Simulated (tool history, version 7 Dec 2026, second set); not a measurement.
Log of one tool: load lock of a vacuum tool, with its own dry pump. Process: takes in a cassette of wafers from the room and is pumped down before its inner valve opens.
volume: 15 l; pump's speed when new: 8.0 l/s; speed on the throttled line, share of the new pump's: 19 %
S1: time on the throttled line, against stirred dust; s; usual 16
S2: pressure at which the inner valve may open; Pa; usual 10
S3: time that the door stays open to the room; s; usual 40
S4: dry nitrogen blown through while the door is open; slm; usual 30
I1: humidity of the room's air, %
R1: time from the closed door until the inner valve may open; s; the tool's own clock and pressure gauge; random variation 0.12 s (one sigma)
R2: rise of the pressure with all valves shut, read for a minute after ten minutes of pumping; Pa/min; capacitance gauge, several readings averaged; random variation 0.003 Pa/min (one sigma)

{"run": 1, "hour": 0.0, "S1": 16, "S2": 10, "S3": 40, "S4": 30, "I1": 47.0, "R1": 31.6, "R2": 0.024}
{"run": 2, "hour": 121.6, "S1": 16, "S2": 10, "S3": 40, "S4": 30, "I1": 44.5, "R1": 31.8, "R2": 0.027}
{"run": 3, "hour": 398.6, "S1": 16, "S2": 10, "S3": 40, "S4": 30, "I1": 45.5, "R1": 32.0, "R2": 0.027}
{"run": 4, "hour": 666.0, "S1": 16, "S2": 10, "S3": 40, "S4": 30, "I1": 49.0, "R1": 31.9, "R2": 0.038}
{"run": 5, "hour": 903.6, "S1": 8, "S2": 10, "S3": 40, "S4": 30, "I1": 46.5, "R1": 25.6, "R2": 0.045}
{"run": 6, "hour": 1033.8, "S1": 8, "S2": 10, "S3": 40, "S4": 30, "I1": 42.9, "R1": 25.8, "R2": 0.04}
{"run": 7, "hour": 1285.7, "S1": 16, "S2": 10, "S3": 40, "S4": 30, "I1": 46.9, "R1": 32.2, "R2": 0.05}
{"run": 8, "hour": 1419.0, "S1": 16, "S2": 10, "S3": 40, "S4": 30, "I1": 46.6, "R1": 32.2, "R2": 0.055}
{"run": 9, "hour": 1567.7, "S1": 16, "S2": 10, "S3": 53, "S4": 30, "I1": 43.6, "R1": 32.3, "R2": 0.067}
{"run": 10, "hour": 1749.7, "S1": 16, "S2": 10, "S3": 53, "S4": 30, "I1": 46.0, "R1": 32.1, "R2": 0.074}
{"run": 11, "hour": 2029.9, "S1": 16, "S2": 10, "S3": 53, "S4": 30, "I1": 46.4, "R1": 32.1, "R2": 0.081}
{"run": 12, "hour": 2268.3, "S1": 16, "S2": 10, "S3": 53, "S4": 30, "I1": 44.4, "R1": 32.3, "R2": 0.081}
{"run": 13, "hour": 2398.2, "S1": 16, "S2": 10, "S3": 40, "S4": 26, "I1": 46.6, "R1": 32.2, "R2": 0.094}
{"run": 14, "hour": 2557.5, "S1": 16, "S2": 10, "S3": 40, "S4": 26, "I1": 47.9, "R1": 32.5, "R2": 0.107}
{"run": 15, "hour": 2792.3, "S1": 16, "S2": 10, "S3": 40, "S4": 26, "I1": 43.1, "R1": 32.5, "R2": 0.112}
{"run": 16, "hour": 3024.1, "S1": 16, "S2": 10, "S3": 40, "S4": 26, "I1": 41.9, "R1": 32.5, "R2": 0.115}
{"run": 17, "hour": 3226.6, "S1": 16, "S2": 10, "S3": 40, "S4": 26, "I1": 45.1, "R1": 32.5, "R2": 0.13}
{"run": 18, "hour": 3442.9, "S1": 16, "S2": 10, "S3": 40, "S4": 26, "I1": 47.0, "R1": 32.6, "R2": 0.134}
{"run": 19, "hour": 3661.6, "S1": 12, "S2": 15, "S3": 100, "S4": 16, "I1": 41.9, "R1": 28.7, "R2": 0.156}
{"run": 20, "hour": 3881.1, "S1": 16, "S2": 10, "S3": 127, "S4": 30, "I1": 43.6, "R1": 32.5, "R2": 0.17}
{"run": 21, "hour": 4034.0, "S1": 16, "S2": 10, "S3": 97, "S4": 13, "I1": 40.2, "R1": 32.7, "R2": 0.182}
{"run": 22, "hour": 4310.3, "S1": 16, "S2": 10, "S3": 97, "S4": 7, "I1": 43.7, "R1": 32.7, "R2": 0.205}

Run 23 comes next. What will it give?
{"run": 23, "hour": 4563.0, "S1": 16, "S2": 10, "S3": 64, "S4": 19, "I1": 45.3, "R1": "?", "R2": "?"}

R1: 32.8 s
R2: 0.201 Pa/min
Without the tool's hidden state the same run would have given R1 30.5 s, R2 0.020 Pa/min.

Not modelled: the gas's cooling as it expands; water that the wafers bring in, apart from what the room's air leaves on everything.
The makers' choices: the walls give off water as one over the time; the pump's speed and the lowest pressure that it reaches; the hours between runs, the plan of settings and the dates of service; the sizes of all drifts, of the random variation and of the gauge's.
